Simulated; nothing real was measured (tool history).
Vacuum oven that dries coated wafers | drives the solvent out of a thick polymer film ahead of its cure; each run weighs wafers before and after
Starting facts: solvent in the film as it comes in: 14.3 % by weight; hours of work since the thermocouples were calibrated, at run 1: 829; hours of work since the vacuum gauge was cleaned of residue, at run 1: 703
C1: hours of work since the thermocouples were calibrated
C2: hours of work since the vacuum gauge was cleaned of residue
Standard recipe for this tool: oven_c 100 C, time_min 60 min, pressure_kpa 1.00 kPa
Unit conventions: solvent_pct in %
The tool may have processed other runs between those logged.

run 1 hour=0.0 | oven_c=100 time_min=60 pressure_kpa=1.00 | C1=829 C2=703 | solvent_pct=2.95
run 2 hour=57.6 | oven_c=100 time_min=60 pressure_kpa=0.52 | C1=875 C2=748 | solvent_pct=2.81
run 3 hour=97.6 | oven_c=100 time_min=60 pressure_kpa=0.52 | C1=906 C2=779 | solvent_pct=3.08
run 4 hour=133.2 | oven_c=100 time_min=60 pressure_kpa=0.52 | C1=934 C2=807 | solvent_pct=2.81
run 5 hour=186.5 | oven_c=100 time_min=60 pressure_kpa=0.52 | C1=975 C2=849 | solvent_pct=2.96
run 6 hour=243.3 | oven_c=100 time_min=60 pressure_kpa=0.52 | C1=1020 C2=893 | solvent_pct=2.94
-- hour=258.2 oven's thermocouples calibrated
run 7 hour=273.5 | oven_c=100 time_min=60 pressure_kpa=0.52 | C1=12 C2=915 | solvent_pct=2.05
run 8 hour=311.6 | oven_c=100 time_min=60 pressure_kpa=1.00 | C1=42 C2=945 | solvent_pct=2.24
run 9 hour=363.0 | oven_c=107 time_min=60 pressure_kpa=1.00 | C1=82 C2=985 | solvent_pct=0.99
run 10 hour=405.8 | oven_c=92 time_min=60 pressure_kpa=1.00 | C1=115 C2=1019 | solvent_pct=4.60
run 11 hour=464.5 | oven_c=100 time_min=60 pressure_kpa=1.00 | C1=161 C2=1065 | solvent_pct=2.36
run 12 hour=511.0 | oven_c=100 time_min=60 pressure_kpa=1.00 | C1=198 C2=1101 | solvent_pct=2.34
run 13 hour=544.3 | oven_c=100 time_min=60 pressure_kpa=1.00 | C1=224 C2=1127 | solvent_pct=2.44
run 14 hour=569.2 | oven_c=100 time_min=60 pressure_kpa=2.53 | C1=243 C2=1147 | solvent_pct=2.69
run 15 hour=621.1 | oven_c=85 time_min=60 pressure_kpa=1.00 | C1=284 C2=1187 | solvent_pct=6.71
run 16 hour=675.7 | oven_c=85 time_min=60 pressure_kpa=1.00 | C1=327 C2=1230 | solvent_pct=6.91
run 17 hour=729.7 | oven_c=88 time_min=60 pressure_kpa=1.00 | C1=369 C2=1273 | solvent_pct=5.84
run 18 hour=784.0 | oven_c=104 time_min=61 pressure_kpa=3.53 | C1=412 C2=1315 | solvent_pct=2.30
run 19 hour=823.4 | oven_c=104 time_min=61 pressure_kpa=2.50 | C1=442 C2=1346 | solvent_pct=1.89
run 20 hour=864.3 | oven_c=107 time_min=33 pressure_kpa=2.50 | C1=474 C2=1378 | solvent_pct=3.28
run 21 hour=915.7 | oven_c=106 time_min=38 pressure_kpa=2.58 | C1=515 C2=1418 | solvent_pct=3.09
run 22 hour=971.2 | oven_c=106 time_min=38 pressure_kpa=2.58 | C1=558 C2=1462 | solvent_pct=3.06
run 23 hour=1006.2 | oven_c=86 time_min=60 pressure_kpa=3.70 | C1=585 C2=1489 | solvent_pct=7.49
run 24 hour=1057.2 | oven_c=86 time_min=60 pressure_kpa=3.70 | C1=625 C2=1529 | solvent_pct=7.49
run 25 hour=1096.9 | oven_c=86 time_min=60 pressure_kpa=3.70 | C1=657 C2=1560 | solvent_pct=7.54
run 26 hour=1134.5 | oven_c=86 time_min=60 pressure_kpa=3.70 | C1=686 C2=1589 | solvent_pct=7.57
run 27 hour=1174.9 | oven_c=86 time_min=60 pressure_kpa=3.70 | C1=718 C2=1621 | solvent_pct=7.57
run 28 hour=1221.3 | oven_c=101 time_min=91 pressure_kpa=0.70 | C1=754 C2=1657 | solvent_pct=1.30
run 29 hour=1280.4 | oven_c=101 time_min=91 pressure_kpa=0.70 | C1=800 C2=1704 | solvent_pct=1.18
run 30 hour=1330.1 | oven_c=98 time_min=91 pressure_kpa=0.59 | C1=839 C2=1742 | solvent_pct=1.85
run 31 hour=1384.7 | oven_c=98 time_min=91 pressure_kpa=0.59 | C1=882 C2=1785 | solvent_pct=1.81

Table of differences, measured result less the result of that run with no hidden state. Run-to-run variation is the same in both. Gauge scatter possibly is not:
The tool's hidden condition here consists of: true wafer temperature over the reading, C; true pressure over the reading, kPa; drift of the gauge itself on solvent_pct, %.
run=1 solvent_pct=+0.73
run=2 solvent_pct=+0.74
run=3 solvent_pct=+0.82
run=4 solvent_pct=+0.81
run=5 solvent_pct=+0.84
run=6 solvent_pct=+0.88
run=7 solvent_pct=+0.06
run=8 solvent_pct=+0.09
run=9 solvent_pct=+0.10
run=10 solvent_pct=+0.15
run=11 solvent_pct=+0.16
run=12 solvent_pct=+0.19
run=13 solvent_pct=+0.20
run=14 solvent_pct=+0.22
run=15 solvent_pct=+0.29
run=16 solvent_pct=+0.32
run=17 solvent_pct=+0.36
run=18 solvent_pct=+0.29
run=19 solvent_pct=+0.30
run=20 solvent_pct=+0.34
run=21 solvent_pct=+0.37
run=22 solvent_pct=+0.39
run=23 solvent_pct=+0.53
run=24 solvent_pct=+0.56
run=25 solvent_pct=+0.58
run=26 solvent_pct=+0.60
run=27 solvent_pct=+0.63
run=28 solvent_pct=+0.43
run=29 solvent_pct=+0.45
run=30 solvent_pct=+0.57
run=31 solvent_pct=+0.59
